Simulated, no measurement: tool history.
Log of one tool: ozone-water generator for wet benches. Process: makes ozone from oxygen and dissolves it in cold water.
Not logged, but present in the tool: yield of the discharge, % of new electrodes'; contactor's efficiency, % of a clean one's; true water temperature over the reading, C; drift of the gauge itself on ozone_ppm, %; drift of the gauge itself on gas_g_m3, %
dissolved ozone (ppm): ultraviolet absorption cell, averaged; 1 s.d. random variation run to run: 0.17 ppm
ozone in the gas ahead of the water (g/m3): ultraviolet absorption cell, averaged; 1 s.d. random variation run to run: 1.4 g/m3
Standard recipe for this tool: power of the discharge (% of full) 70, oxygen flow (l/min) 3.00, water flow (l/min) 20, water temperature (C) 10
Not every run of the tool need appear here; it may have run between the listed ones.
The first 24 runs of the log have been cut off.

run	day	power of the discharge (% of full)	oxygen flow (l/min)	water flow (l/min)	water temperature (C)	hours of work since the electrodes were changed	hours of work since the contactor was cleaned	hours of work since the thermometer was calibrated	dissolved ozone (ppm)	ozone in the gas ahead of the water (g/m3)
25	103.804	70	3.00	20	7	3344	810	743	24.2	270.0
26	107.312	70	4.32	20	14	3412	878	811	23.9	218.2
27	110.083	70	4.32	20	14	3465	932	864	23.9	218.7
28	112.975	84	1.51	25	9	3521	987	920	17.3	432.3
29	116.504	100	3.00	20	10	3590	1056	988	28.8	327.3
30	121.988	100	1.84	20	6	3696	1162	1094	26.3	430.7
31	127.408	70	3.00	20	11	3801	1267	1199	23.5	265.4
32	132.571	70	3.88	20	14	3900	1367	1299	23.8	234.0
33	137.175	70	3.88	20	14	3990	1456	1388	23.8	233.3
34	142.458	59	3.88	20	14	4092	1558	1490	21.3	208.7

What if the next run were any one of these 3? Each begins from the tool's condition after run 34:
A	147.333	70	3.00	31	6	4186	1652	1585	?	?
B	147.333	62	3.87	18	10	4186	1652	1585	?	?
C	147.333	51	3.00	24	10	4186	1652	1585	?	?

run	dissolved ozone (ppm)	ozone in the gas ahead of the water (g/m3)
A	15.0	268.4
B	25.5	215.7
C	16.4	224.0
Without the tool's unlogged condition, the same runs would have read:
run	dissolved ozone (ppm)	ozone in the gas ahead of the water (g/m3)
A	15.0	269.0
B	25.6	216.2
C	16.4	224.4

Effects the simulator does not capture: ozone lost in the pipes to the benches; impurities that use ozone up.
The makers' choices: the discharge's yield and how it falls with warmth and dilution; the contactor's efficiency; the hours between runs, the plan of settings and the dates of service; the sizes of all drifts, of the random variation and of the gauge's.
